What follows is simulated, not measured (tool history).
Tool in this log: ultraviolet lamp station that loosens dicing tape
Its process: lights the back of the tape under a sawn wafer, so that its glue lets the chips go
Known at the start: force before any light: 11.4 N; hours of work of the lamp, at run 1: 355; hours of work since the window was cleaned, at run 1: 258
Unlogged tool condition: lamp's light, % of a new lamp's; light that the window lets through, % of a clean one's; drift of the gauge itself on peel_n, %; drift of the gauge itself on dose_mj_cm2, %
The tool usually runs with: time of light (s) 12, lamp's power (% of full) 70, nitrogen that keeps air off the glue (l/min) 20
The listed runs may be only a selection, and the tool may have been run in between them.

run	hour	time of light (s)	lamp's power (% of full)	nitrogen that keeps air off the glue (l/min)	hours of work of the lamp	hours of work since the window was cleaned	force that peels the tape off (N)	light that reached the tape (mJ/cm²)
1	0.0	12	70	20	355	258	0.441	341
2	31.1	12	70	20	374	277	0.450	338
# hour 44.0: window cleaned of glue's vapour
3	58.7	12	70	20	391	9	0.491	320
4	79.5	12	70	20	404	22	0.484	312
5	108.3	12	70	19	421	40	0.528	311
# hour 139.7: window cleaned of glue's vapour, once more
6	142.4	12	70	9	442	2	0.859	352
7	181.9	12	70	9	467	26	0.863	349
8	220.2	12	70	9	490	50	0.876	344
9	266.1	12	70	9	519	78	0.916	346
10	311.6	12	70	20	547	106	0.422	336
11	343.8	12	70	20	567	126	0.426	334
12	386.9	12	70	20	593	153	0.449	328
13	425.9	21	85	35	617	177	0.160	695
14	470.3	21	85	35	645	204	0.165	687
15	503.5	21	85	35	665	225	0.162	680
16	545.6	21	81	26	691	251	0.157	638
17	578.4	21	81	26	712	271	0.167	636
# hour 599.3: window cleaned of glue's vapour
18	613.1	14	81	7	733	9	0.647	453
19	633.1	12	92	30	745	21	0.200	429
20	673.4	13	77	20	770	46	0.300	392
21	693.3	13	77	20	783	58	0.318	385
22	731.6	13	77	20	806	82	0.321	382
23	776.3	12	70	9	834	109	1.085	317
24	815.6	12	66	8	858	134	1.392	296

4 ways to go on from here, each from the tool as it stands after run 24. What would each give?
A	858.2	19	89	20	884	160	?	?
B	858.2	12	98	12	884	160	?	?
C	858.2	7	68	37	884	160	?	?
D	858.2	10	63	12	884	160	?	?

run	force that peels the tape off (N)	light that reached the tape (mJ/cm²)
A	0.167	629
B	0.399	439
C	1.190	176
D	1.572	233
The same runs, with their run-to-run variation unchanged, on a tool lacking any hidden condition would have given:
run	force that peels the tape off (N)	light that reached the tape (mJ/cm²)
A	0.158	791
B	0.247	553
C	0.713	222
D	0.985	293

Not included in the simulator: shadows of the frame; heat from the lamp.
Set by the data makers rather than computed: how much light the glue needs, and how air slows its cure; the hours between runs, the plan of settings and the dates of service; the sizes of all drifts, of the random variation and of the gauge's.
